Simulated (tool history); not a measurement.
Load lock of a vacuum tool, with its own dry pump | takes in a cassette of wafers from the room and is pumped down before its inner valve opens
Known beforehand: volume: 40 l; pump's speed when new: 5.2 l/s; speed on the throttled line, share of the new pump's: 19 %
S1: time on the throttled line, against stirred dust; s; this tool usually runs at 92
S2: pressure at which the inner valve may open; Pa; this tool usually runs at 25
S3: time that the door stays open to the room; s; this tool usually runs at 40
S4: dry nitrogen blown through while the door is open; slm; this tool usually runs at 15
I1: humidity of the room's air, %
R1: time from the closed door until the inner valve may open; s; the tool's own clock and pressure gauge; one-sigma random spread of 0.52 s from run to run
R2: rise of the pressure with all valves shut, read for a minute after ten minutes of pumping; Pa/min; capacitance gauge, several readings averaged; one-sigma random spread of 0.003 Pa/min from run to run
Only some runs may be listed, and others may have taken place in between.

{"run": 1, "day": 0.0, "S1": 92, "S2": 25, "S3": 40, "S4": 15, "I1": 45.6, "R1": 139.4, "R2": 0.024}
{"run": 2, "day": 12.104, "S1": 92, "S2": 25, "S3": 40, "S4": 15, "I1": 44.7, "R1": 139.7, "R2": 0.027}
{"run": 3, "day": 34.417, "S1": 92, "S2": 25, "S3": 40, "S4": 15, "I1": 46.6, "R1": 138.6, "R2": 0.028}
{"run": 4, "day": 51.917, "S1": 92, "S2": 25, "S3": 40, "S4": 15, "I1": 46, "R1": 138.6, "R2": 0.027}
{"run": 5, "day": 78.212, "S1": 92, "S2": 25, "S3": 40, "S4": 15, "I1": 46.9, "R1": 138.9, "R2": 0.024}
{"run": 6, "day": 102.754, "S1": 92, "S2": 25, "S3": 40, "S4": 15, "I1": 46.6, "R1": 139.4, "R2": 0.03}
{"run": 7, "day": 127.904, "S1": 92, "S2": 25, "S3": 40, "S4": 15, "I1": 43.9, "R1": 139, "R2": 0.023}
{"run": 8, "day": 151.188, "S1": 74, "S2": 38, "S3": 40, "S4": 15, "I1": 40.6, "R1": 121.7, "R2": 0.022}
{"run": 9, "day": 175.308, "S1": 74, "S2": 38, "S3": 40, "S4": 15, "I1": 42.2, "R1": 120.5, "R2": 0.025}
{"run": 10, "day": 188.229, "S1": 168, "S2": 20, "S3": 80, "S4": 6, "I1": 42, "R1": 202, "R2": 0.046}
{"run": 11, "day": 200.154, "S1": 158, "S2": 25, "S3": 40, "S4": 15, "I1": 45.5, "R1": 193, "R2": 0.028}
{"run": 12, "day": 222.0, "S1": 158, "S2": 25, "S3": 40, "S4": 15, "I1": 47.6, "R1": 193, "R2": 0.026}

Missing from the log above: 1 entry noted between runs. For each, name the pair of listed runs it sits between and say how the tool's hidden condition differs from the listed run just before to the listed run just after:
After run 7, before run 8: dry pump taken out, an overhauled one fitted (day 151.188)
  pump's speed, % of a new pump's: 99.9 -> 100

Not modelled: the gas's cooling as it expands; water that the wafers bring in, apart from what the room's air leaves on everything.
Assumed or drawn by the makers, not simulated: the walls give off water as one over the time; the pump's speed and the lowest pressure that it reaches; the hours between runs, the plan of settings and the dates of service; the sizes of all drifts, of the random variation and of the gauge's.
